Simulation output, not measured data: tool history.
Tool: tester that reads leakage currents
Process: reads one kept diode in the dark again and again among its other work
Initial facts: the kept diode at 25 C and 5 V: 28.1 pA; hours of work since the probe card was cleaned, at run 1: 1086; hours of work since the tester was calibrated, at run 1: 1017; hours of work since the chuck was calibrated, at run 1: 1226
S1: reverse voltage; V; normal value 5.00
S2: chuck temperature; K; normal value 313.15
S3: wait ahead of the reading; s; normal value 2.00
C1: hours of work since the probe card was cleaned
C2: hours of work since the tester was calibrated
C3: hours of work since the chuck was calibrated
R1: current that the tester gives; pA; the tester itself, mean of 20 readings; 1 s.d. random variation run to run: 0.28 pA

run,day,S1,S2,S3,C1,C2,C3,R1
1,0.000,5.00,313.15,2.00,1086,1017,1226,92.39
2,3.362,5.00,313.15,2.00,1127,1058,1266,93.41
3,6.342,5.00,313.15,2.00,1163,1094,1303,92.40
4,8.704,5.00,313.15,2.00,1192,1123,1331,93.01
5,12.629,5.00,313.15,2.00,1240,1170,1379,92.58
6,16.012,5.00,313.15,4.55,1281,1211,1420,92.46
7,19.446,5.00,313.15,4.55,1322,1253,1462,92.41
8,21.904,2.72,313.15,4.55,1352,1283,1491,67.62
9,23.979,5.00,313.15,2.99,1377,1308,1516,92.66
10,26.679,5.00,313.15,2.99,1410,1341,1549,92.36
11,29.700,5.00,313.15,2.99,1447,1377,1586,92.39
12,32.333,5.00,313.15,2.99,1479,1409,1618,92.84
13,34.658,5.00,313.15,2.99,1507,1437,1646,92.39
14,38.908,5.00,313.15,2.99,1558,1489,1698,92.36
15,42.221,5.00,313.15,2.99,1599,1529,1738,92.41
16,45.275,5.00,313.15,2.99,1636,1566,1775,92.41
17,47.033,5.00,313.15,2.99,1657,1587,1796,92.28
18,48.796,5.00,322.15,2.99,1678,1609,1818,177.50
19,50.608,5.00,322.15,2.99,1700,1631,1840,177.92
20,52.558,5.00,322.15,2.99,1724,1654,1863,177.32
21,54.667,5.00,322.15,2.99,1750,1680,1889,178.44
22,57.358,5.26,303.15,0.58,1782,1713,1921,45.70
23,59.883,5.00,313.15,2.03,1813,1743,1952,92.57
24,62.500,5.00,293.15,9.24,1845,1775,1984,18.71
25,64.662,7.30,308.15,2.75,1871,1801,2010,76.97
26,67.346,8.87,313.15,2.28,1903,1834,2043,124.13
27,71.554,8.87,313.15,2.28,1954,1885,2094,124.43
28,75.742,5.00,322.15,2.00,2005,1936,2144,178.74
29,78.129,10.34,295.15,7.48,2034,1965,2173,32.26
30,80.862,19.87,295.15,7.48,2067,1998,2207,45.50
31,84.246,2.12,300.15,0.61,2108,2039,2248,22.19
32,87.533,3.52,296.15,2.00,2148,2079,2287,20.26
33,90.633,2.23,308.15,4.44,2186,2116,2325,41.92
34,93.254,13.23,320.15,2.00,2218,2148,2357,255.46
35,95.704,13.23,301.15,2.00,2247,2178,2387,61.33
# day 98.688: chuck's temperature calibrated
36,98.688,1.18,313.15,0.43,2283,2213,0,44.65
37,101.138,1.18,313.15,0.43,2312,2243,30,44.76
38,103.942,1.18,313.15,0.43,2346,2277,64,44.78
39,107.212,1.18,313.15,0.43,2386,2316,103,44.49

How would selected steps in R1 from run to run divide? Give the signed amount a tool lacking its hidden state would still show from settings, what came in and random variation, and the signed amount left for the hidden state, including any gauge scatter that is not in both of the compared results.
The tool's hidden condition here consists of: stray current of the dirty probe card, pA a volt; current scale over the true one, %; true chuck temperature over the reading, C; drift of the gauge itself on leakage_pa, %.
Run 28 -> 29: S1 5.00 -> 10.34, S2 322.15 -> 295.15, S3 2.00 -> 7.48. R1 -146.48 pA: hidden state +0.26, all else -146.74.
Run 33 -> 34: S1 2.23 -> 13.23, S2 308.15 -> 320.15, S3 4.44 -> 2.00. R1 +213.54 pA: hidden state -0.31, all else +213.85.
Run 34 -> 35: S2 320.15 -> 301.15. R1 -194.13 pA: hidden state +0.34, all else -194.47.
